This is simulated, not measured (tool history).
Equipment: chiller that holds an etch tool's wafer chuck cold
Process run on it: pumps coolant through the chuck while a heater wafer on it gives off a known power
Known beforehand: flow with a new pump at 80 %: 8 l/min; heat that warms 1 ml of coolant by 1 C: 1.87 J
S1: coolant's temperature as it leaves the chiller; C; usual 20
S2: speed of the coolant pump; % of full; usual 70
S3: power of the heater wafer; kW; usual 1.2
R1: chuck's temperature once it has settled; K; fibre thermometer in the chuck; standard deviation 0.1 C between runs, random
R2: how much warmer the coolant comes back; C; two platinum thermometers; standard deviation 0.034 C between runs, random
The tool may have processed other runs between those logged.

Run 1, hour 0: usual settings. Result: R1 304.35 K, R2 5.66 C.
Run 2, hour 18.8: usual settings. Result: R1 304.25 K, R2 5.69 C.
Run 3, hour 35.2: usual settings but S3 1.24 kW. Result: R1 304.45 K, R2 5.85 C.
Run 4, hour 64.6: usual settings but S3 1.24 kW. Result: R1 304.55 K, R2 5.81 C.
Run 5, hour 93.5: usual settings but S3 1.25 kW. Result: R1 304.55 K, R2 5.9 C.
Run 6, hour 108.3: usual settings. Result: R1 304.35 K, R2 5.69 C.
Run 7, hour 126.1: usual settings. Result: R1 304.35 K, R2 5.64 C.
Run 8, hour 149.2: usual settings. Result: R1 304.15 K, R2 5.7 C.
Run 9, hour 168.6: usual settings. Result: R1 304.15 K, R2 5.7 C.
Run 10, hour 198: usual settings but S1 14 C. Result: R1 298.05 K, R2 5.64 C.
Run 11, hour 218.9: usual settings but S2 90 % of full. Result: R1 302.25 K, R2 4.36 C.
Run 12, hour 239.7: usual settings but S2 90 % of full. Result: R1 302.15 K, R2 4.34 C.
Run 13, hour 266.2: usual settings but S1 12 C. Result: R1 296.55 K, R2 5.66 C.
Run 14, hour 279.3: usual settings but S1 12 C. Result: R1 296.25 K, R2 5.72 C.
Run 15, hour 300.4: usual settings but S3 0.923 kW. Result: R1 301.75 K, R2 4.38 C.
Run 16, hour 320.7: usual settings but S3 0.923 kW. Result: R1 301.65 K, R2 4.37 C.
Run 17, hour 335: usual settings but S2 98 % of full. Result: R1 301.75 K, R2 4.07 C.
Run 18, hour 353: usual settings but S2 98 % of full. Result: R1 301.75 K, R2 3.99 C.
Run 19, hour 380.8: usual settings but S1 12 C, S2 72 % of full, S3 1.663 kW. Result: R1 300.35 K, R2 7.65 C.
Run 20, hour 410.3: usual settings but S1 12 C, S2 72 % of full, S3 1.663 kW. Result: R1 300.25 K, R2 7.63 C.
Run 21, hour 435.4: usual settings but S1 16 C, S2 91 % of full. Result: R1 298.35 K, R2 4.35 C.
Run 22, hour 452.6: usual settings but S1 30 C, S2 92 % of full, S3 1.538 kW. Result: R1 314.55 K, R2 5.49 C.
Run 23, hour 472: usual settings but S2 97 % of full, S3 0.604 kW. Result: R1 297.65 K, R2 2.04 C.
Run 24, hour 493.6: usual settings but S1 26 C, S2 72 % of full, S3 1.433 kW. Result: R1 312.05 K, R2 6.55 C.
Run 25, hour 512.3: usual settings but S1 26 C, S2 72 % of full, S3 1.433 kW. Result: R1 312.05 K, R2 6.62 C.
Run 26, hour 539: usual settings but S1 15 C, S2 68 % of full, S3 0.616 kW. Result: R1 294.15 K, R2 3.03 C.
Run 27, hour 558.4: usual settings but S1 15 C, S2 75 % of full, S3 0.701 kW. Result: R1 294.55 K, R2 3.06 C.
Run 28, hour 581.3: usual settings but S1 15 C, S2 75 % of full, S3 0.701 kW. Result: R1 294.25 K, R2 3.08 C.
Run 29, hour 602.1: usual settings but S1 15 C, S2 75 % of full, S3 0.701 kW. Result: R1 294.45 K, R2 3.17 C.
Run 30, hour 632.1: usual settings but S1 26 C, S3 1.645 kW. Result: R1 314.35 K, R2 7.88 C.
Run 31, hour 660.4: usual settings but S1 26 C, S3 0.919 kW. Result: R1 307.75 K, R2 4.39 C.

Hidden state or all else? Some run-to-run changes of R1, split into what the settings, what came in and random variation would give without the hidden state, and what is left for the hidden state (with any gauge scatter that isn't in both results):
The hidden state here: heat passed by the chuck's channels, % of clean ones'; flow at a given pump speed, % of a new pump's; coolant's true temperature over the reading, C; drift of the gauge itself on chuck_c, C; drift of the gauge itself on warmer_back_c, C.
Run 20 -> 21: S1 12 -> 16, S2 72 -> 91, S3 1.663 -> 1.2. R1 -1.9 K: hidden state -0.5, all else -1.4.
Run 22 -> 23: S1 30 -> 20, S2 92 -> 97, S3 1.538 -> 0.604. R1 -16.9 K: hidden state -0.4, all else -16.5.
Run 23 -> 24: S1 20 -> 26, S2 97 -> 72, S3 0.604 -> 1.433. R1 +14.4 K: hidden state +0.6, all else +13.8.
Run 25 -> 26: S1 26 -> 15, S2 72 -> 68, S3 1.433 -> 0.616. R1 -17.9 K: hidden state -0.5, all else -17.4.
Run 29 -> 30: S1 15 -> 26, S2 75 -> 70, S3 0.701 -> 1.645. R1 +19.9 K: hidden state +0.7, all else +19.2.

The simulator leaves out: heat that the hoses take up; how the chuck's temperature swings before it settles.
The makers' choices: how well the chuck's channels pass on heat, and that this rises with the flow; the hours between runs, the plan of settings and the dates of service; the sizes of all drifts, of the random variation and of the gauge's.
